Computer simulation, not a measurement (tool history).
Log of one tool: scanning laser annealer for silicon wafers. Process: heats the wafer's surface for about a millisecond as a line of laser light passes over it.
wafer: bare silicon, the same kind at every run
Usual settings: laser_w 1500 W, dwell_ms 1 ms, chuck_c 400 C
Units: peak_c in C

run 1 hour=0 | laser_w=1500 dwell_ms=1 chuck_c=400 | peak_c=1160
run 2 hour=34.9 | laser_w=1500 dwell_ms=1 chuck_c=400 | peak_c=1156
run 3 hour=74.5 | laser_w=1500 dwell_ms=1 chuck_c=400 | peak_c=1158
run 4 hour=131.3 | laser_w=1500 dwell_ms=1 chuck_c=400 | peak_c=1157
run 5 hour=176.2 | laser_w=1500 dwell_ms=1 chuck_c=400 | peak_c=1157
run 6 hour=205.5 | laser_w=1500 dwell_ms=1 chuck_c=400 | peak_c=1159
run 7 hour=234.5 | laser_w=1500 dwell_ms=0.72 chuck_c=400 | peak_c=1051
run 8 hour=258.8 | laser_w=1515 dwell_ms=1 chuck_c=400 | peak_c=1164
run 9 hour=283.9 | laser_w=1515 dwell_ms=1 chuck_c=400 | peak_c=1165
-- hour=294.1 optics aligned, line set to its width
run 10 hour=323.9 | laser_w=1515 dwell_ms=1 chuck_c=400 | peak_c=1152
run 11 hour=370.6 | laser_w=1515 dwell_ms=1 chuck_c=400 | peak_c=1151
-- hour=417.7 optics aligned, line set to its width, once more
run 12 hour=429 | laser_w=1500 dwell_ms=1.09 chuck_c=400 | peak_c=1189
run 13 hour=456.5 | laser_w=1500 dwell_ms=1.09 chuck_c=400 | peak_c=1186
run 14 hour=489.3 | laser_w=1500 dwell_ms=1.09 chuck_c=400 | peak_c=1187
run 15 hour=532.5 | laser_w=1500 dwell_ms=1 chuck_c=400 | peak_c=1159
run 16 hour=557.5 | laser_w=1536 dwell_ms=0.95 chuck_c=400 | peak_c=1159

Forecast run 17:
run 17 hour=604.3 | laser_w=1536 dwell_ms=0.95 chuck_c=400 | peak_c=?

{"run 17": {"peak_c": 1161}}
Without the tool's hidden state the same run would have given peak_c 1200 C.
